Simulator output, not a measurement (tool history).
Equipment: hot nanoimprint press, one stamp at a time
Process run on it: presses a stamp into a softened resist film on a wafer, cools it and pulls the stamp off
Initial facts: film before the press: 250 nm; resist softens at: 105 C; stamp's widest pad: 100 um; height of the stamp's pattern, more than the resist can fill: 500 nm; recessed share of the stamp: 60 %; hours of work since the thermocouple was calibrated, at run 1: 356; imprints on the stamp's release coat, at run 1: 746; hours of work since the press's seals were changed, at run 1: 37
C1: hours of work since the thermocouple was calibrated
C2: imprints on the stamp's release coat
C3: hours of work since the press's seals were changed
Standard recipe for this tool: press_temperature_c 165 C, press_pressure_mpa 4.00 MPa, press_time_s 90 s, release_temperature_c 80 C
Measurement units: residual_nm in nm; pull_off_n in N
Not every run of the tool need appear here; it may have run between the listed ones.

{"run": 1, "hour": 0.0, "press_temperature_c": 165, "press_pressure_mpa": 4.0, "press_time_s": 90, "release_temperature_c": 80, "C1": 356, "C2": 746, "C3": 37, "residual_nm": 106.8, "pull_off_n": 206}
{"run": 2, "hour": 6.8, "press_temperature_c": 165, "press_pressure_mpa": 4.0, "press_time_s": 90, "release_temperature_c": 80, "C1": 360, "C2": 761, "C3": 41, "residual_nm": 108.3, "pull_off_n": 205}
{"run": 3, "hour": 15.9, "press_temperature_c": 165, "press_pressure_mpa": 4.0, "press_time_s": 90, "release_temperature_c": 80, "C1": 366, "C2": 783, "C3": 47, "residual_nm": 107.5, "pull_off_n": 210}
{"run": 4, "hour": 24.0, "press_temperature_c": 165, "press_pressure_mpa": 4.0, "press_time_s": 90, "release_temperature_c": 80, "C1": 371, "C2": 802, "C3": 52, "residual_nm": 107.7, "pull_off_n": 206}
{"run": 5, "hour": 33.2, "press_temperature_c": 165, "press_pressure_mpa": 4.0, "press_time_s": 76, "release_temperature_c": 80, "C1": 377, "C2": 823, "C3": 58, "residual_nm": 115.0, "pull_off_n": 206}
{"run": 6, "hour": 42.0, "press_temperature_c": 165, "press_pressure_mpa": 4.0, "press_time_s": 84, "release_temperature_c": 80, "C1": 382, "C2": 843, "C3": 64, "residual_nm": 109.0, "pull_off_n": 204}
{"run": 7, "hour": 51.6, "press_temperature_c": 165, "press_pressure_mpa": 4.0, "press_time_s": 90, "release_temperature_c": 80, "C1": 388, "C2": 866, "C3": 70, "residual_nm": 107.0, "pull_off_n": 211}
{"run": 8, "hour": 65.6, "press_temperature_c": 165, "press_pressure_mpa": 4.0, "press_time_s": 90, "release_temperature_c": 80, "C1": 397, "C2": 899, "C3": 79, "residual_nm": 106.8, "pull_off_n": 215}
{"run": 9, "hour": 74.8, "press_temperature_c": 165, "press_pressure_mpa": 4.0, "press_time_s": 90, "release_temperature_c": 80, "C1": 403, "C2": 920, "C3": 84, "residual_nm": 107.1, "pull_off_n": 215}
{"run": 10, "hour": 87.7, "press_temperature_c": 165, "press_pressure_mpa": 4.0, "press_time_s": 90, "release_temperature_c": 80, "C1": 411, "C2": 950, "C3": 93, "residual_nm": 107.2, "pull_off_n": 217}
{"run": 11, "hour": 98.4, "press_temperature_c": 165, "press_pressure_mpa": 4.0, "press_time_s": 90, "release_temperature_c": 80, "C1": 418, "C2": 975, "C3": 99, "residual_nm": 106.0, "pull_off_n": 219}
{"run": 12, "hour": 114.4, "press_temperature_c": 165, "press_pressure_mpa": 4.0, "press_time_s": 90, "release_temperature_c": 80, "C1": 428, "C2": 1012, "C3": 110, "residual_nm": 104.5, "pull_off_n": 220}
{"run": 13, "hour": 127.8, "press_temperature_c": 165, "press_pressure_mpa": 4.0, "press_time_s": 90, "release_temperature_c": 80, "C1": 437, "C2": 1044, "C3": 118, "residual_nm": 106.5, "pull_off_n": 219}
{"run": 14, "hour": 137.2, "press_temperature_c": 165, "press_pressure_mpa": 4.0, "press_time_s": 90, "release_temperature_c": 80, "C1": 443, "C2": 1065, "C3": 124, "residual_nm": 105.6, "pull_off_n": 228}
{"run": 15, "hour": 153.3, "press_temperature_c": 165, "press_pressure_mpa": 4.0, "press_time_s": 90, "release_temperature_c": 80, "C1": 453, "C2": 1103, "C3": 134, "residual_nm": 104.8, "pull_off_n": 219}
{"run": 16, "hour": 164.3, "press_temperature_c": 165, "press_pressure_mpa": 4.0, "press_time_s": 90, "release_temperature_c": 80, "C1": 460, "C2": 1129, "C3": 141, "residual_nm": 105.5, "pull_off_n": 226}
{"run": 17, "hour": 179.3, "press_temperature_c": 165, "press_pressure_mpa": 4.0, "press_time_s": 90, "release_temperature_c": 80, "C1": 470, "C2": 1164, "C3": 151, "residual_nm": 104.7, "pull_off_n": 224}
{"run": 18, "hour": 192.4, "press_temperature_c": 165, "press_pressure_mpa": 3.75, "press_time_s": 75, "release_temperature_c": 87, "C1": 478, "C2": 1194, "C3": 159, "residual_nm": 115.8, "pull_off_n": 205}
{"hour": 202.3, "done": "plate thermocouple calibrated"}
{"run": 19, "hour": 208.2, "press_temperature_c": 165, "press_pressure_mpa": 3.75, "press_time_s": 75, "release_temperature_c": 78, "C1": 4, "C2": 1224, "C3": 167, "residual_nm": 109.1, "pull_off_n": 242}
{"run": 20, "hour": 217.9, "press_temperature_c": 174, "press_pressure_mpa": 4.0, "press_time_s": 137, "release_temperature_c": 80, "C1": 10, "C2": 1247, "C3": 174, "residual_nm": 51.9, "pull_off_n": 236}
{"run": 21, "hour": 231.5, "press_temperature_c": 174, "press_pressure_mpa": 4.0, "press_time_s": 137, "release_temperature_c": 80, "C1": 19, "C2": 1278, "C3": 182, "residual_nm": 51.1, "pull_off_n": 231}
{"run": 22, "hour": 247.8, "press_temperature_c": 172, "press_pressure_mpa": 3.18, "press_time_s": 60, "release_temperature_c": 69, "C1": 29, "C2": 1316, "C3": 193, "residual_nm": 89.8, "pull_off_n": 281}
{"run": 23, "hour": 255.0, "press_temperature_c": 165, "press_pressure_mpa": 3.28, "press_time_s": 46, "release_temperature_c": 80, "C1": 33, "C2": 1333, "C3": 197, "residual_nm": 136.8, "pull_off_n": 231}
{"run": 24, "hour": 267.8, "press_temperature_c": 165, "press_pressure_mpa": 3.28, "press_time_s": 46, "release_temperature_c": 80, "C1": 42, "C2": 1363, "C3": 205, "residual_nm": 136.0, "pull_off_n": 236}
{"run": 25, "hour": 281.5, "press_temperature_c": 155, "press_pressure_mpa": 2.62, "press_time_s": 70, "release_temperature_c": 80, "C1": 50, "C2": 1395, "C3": 214, "residual_nm": 193.0, "pull_off_n": 239}
{"run": 26, "hour": 294.4, "press_temperature_c": 165, "press_pressure_mpa": 5.91, "press_time_s": 169, "release_temperature_c": 80, "C1": 59, "C2": 1425, "C3": 222, "residual_nm": 61.2, "pull_off_n": 235}
{"hour": 302.4, "done": "plate thermocouple calibrated, once more"}
{"run": 27, "hour": 307.6, "press_temperature_c": 165, "press_pressure_mpa": 2.52, "press_time_s": 82, "release_temperature_c": 80, "C1": 3, "C2": 1449, "C3": 229, "residual_nm": 145.4, "pull_off_n": 259}
{"run": 28, "hour": 323.8, "press_temperature_c": 165, "press_pressure_mpa": 2.52, "press_time_s": 82, "release_temperature_c": 80, "C1": 14, "C2": 1486, "C3": 239, "residual_nm": 146.4, "pull_off_n": 257}
{"run": 29, "hour": 336.5, "press_temperature_c": 165, "press_pressure_mpa": 2.55, "press_time_s": 82, "release_temperature_c": 67, "C1": 22, "C2": 1516, "C3": 247, "residual_nm": 144.3, "pull_off_n": 300}

Forecast each of these 5 alternatives for the next run:
{"run": "A", "hour": 346.1, "press_temperature_c": 165, "press_pressure_mpa": 2.98, "press_time_s": 90, "release_temperature_c": 78, "C1": 28, "C2": 1539, "C3": 253, "residual_nm": "?", "pull_off_n": "?"}
{"run": "B", "hour": 346.1, "press_temperature_c": 165, "press_pressure_mpa": 2.55, "press_time_s": 82, "release_temperature_c": 66, "C1": 28, "C2": 1539, "C3": 253, "residual_nm": "?", "pull_off_n": "?"}
{"run": "C", "hour": 346.1, "press_temperature_c": 165, "press_pressure_mpa": 2.69, "press_time_s": 123, "release_temperature_c": 67, "C1": 28, "C2": 1539, "C3": 253, "residual_nm": "?", "pull_off_n": "?"}
{"run": "D", "hour": 346.1, "press_temperature_c": 165, "press_pressure_mpa": 4.0, "press_time_s": 90, "release_temperature_c": 68, "C1": 28, "C2": 1539, "C3": 253, "residual_nm": "?", "pull_off_n": "?"}
{"run": "E", "hour": 346.1, "press_temperature_c": 165, "press_pressure_mpa": 4.08, "press_time_s": 116, "release_temperature_c": 67, "C1": 28, "C2": 1539, "C3": 253, "residual_nm": "?", "pull_off_n": "?"}

run=A residual_nm=130.9 pull_off_n=268
run=B residual_nm=144.4 pull_off_n=310
run=C residual_nm=122.7 pull_off_n=318
run=D residual_nm=116.1 pull_off_n=310
run=E residual_nm=104.3 pull_off_n=314
The same runs, with their run-to-run variation unchanged, on a tool lacking any hidden condition would have given:
run=A residual_nm=131.4 pull_off_n=179
run=B residual_nm=145.1 pull_off_n=206
run=C residual_nm=123.3 pull_off_n=211
run=D residual_nm=116.2 pull_off_n=206
run=E residual_nm=104.4 pull_off_n=209
